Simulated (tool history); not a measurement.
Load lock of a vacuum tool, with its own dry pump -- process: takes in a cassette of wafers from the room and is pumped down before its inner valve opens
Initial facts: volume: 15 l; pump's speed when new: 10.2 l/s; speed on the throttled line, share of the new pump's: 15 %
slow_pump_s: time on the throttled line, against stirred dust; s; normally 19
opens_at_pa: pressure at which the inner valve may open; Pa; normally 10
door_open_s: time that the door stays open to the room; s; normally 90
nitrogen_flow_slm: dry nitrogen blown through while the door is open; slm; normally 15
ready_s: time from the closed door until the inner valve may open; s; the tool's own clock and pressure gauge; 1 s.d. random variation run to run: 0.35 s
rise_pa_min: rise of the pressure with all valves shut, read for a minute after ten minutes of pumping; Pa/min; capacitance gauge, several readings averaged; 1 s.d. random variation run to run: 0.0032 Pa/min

run    hour  slow_pump_s  opens_at_pa  door_open_s  nitrogen_flow_slm  incoming humidity of the room's air, %  ready_s  rise_pa_min
  1     0.0           19           10           90                 15                                    43.6     29.9        0.097
  2   292.9           19           10           90                 15                                    43.7     30.1        0.101
  3   639.9           19           10           90                 15                                    45.8     29.8        0.106
  4   877.4           19           10           90                 15                                    41.4     29.6        0.104
  5  1242.5           19           10           90                 15                                    43.4     30.1        0.100
  6  1464.2           19           10           90                 15                                    46.3     29.8        0.104
     1601.3  -- door's seal changed, seat wiped
  7  1859.3           19           10           90                 15                                    44.2     30.0        0.100
  8  2071.9           19           10           90                 15                                    41.0     30.2        0.088
  9  2307.1           19           10           90                 15                                    43.2     30.1        0.097
 10  2724.6           19           10           90                 15                                    42.4     29.8        0.099
 11  3022.4           19           10           90                 15                                    43.0     30.0        0.101
 12  3288.4           19           10           90                 15                                    46.3     29.6        0.102
 13  3707.0           19           10           90                 15                                    43.0     30.6        0.097
 14  4030.7           13           10          166                 27                                    45.0     25.0        0.116
 15  4364.1           17           10           48                 15                                    43.8     28.3        0.070
 16  4570.1           19           19           90                 15                                    45.5     28.7        0.104
 17  4776.4           16           12           39                 39                                    44.4     27.4        0.045
 18  5189.0           16           12           39                 39                                    45.4     27.2        0.044
 19  5563.1           19           10           93                 15                                    42.6     29.4        0.100
 20  5820.6           25           10           93                 15                                    45.1     35.3        0.104
 21  6226.5           16           10           80                 27                                    43.8     27.4        0.077
 22  6677.3           10           13          175                 18                                    48.0     21.8        0.154
 23  6914.6           22           17           53                 19                                    44.5     32.0        0.065
 24  7322.9           22           17           53                 19                                    45.9     31.2        0.072
 25  7558.5           22           17           33                 19                                    46.1     31.7        0.050
 26  7968.5           22           17           33                 19                                    44.9     31.2        0.049

5 options for the next run, each taken on its own from the tool as it stands now. Forecast them:
  A  8377.8           20           11           85                 15                                    47.1        ?            ?
  B  8377.8           11            7           90                  8                                    45.9        ?            ?
  C  8377.8           22           19           33                 19                                    43.4        ?            ?
  D  8377.8           19           16           90                 32                                    45.5        ?            ?
  E  8377.8           34           10           90                 15                                    46.6        ?            ?

run  ready_s  rise_pa_min
  A     30.6        0.100
  B     23.7        0.122
  C     31.3        0.051
  D     30.0        0.082
  E     41.9        0.103
What these runs would have given with no unlogged condition in the tool:
run  ready_s  rise_pa_min
  A     30.6        0.098
  B     23.7        0.119
  C     31.2        0.048
  D     29.9        0.079
  E     41.9        0.100
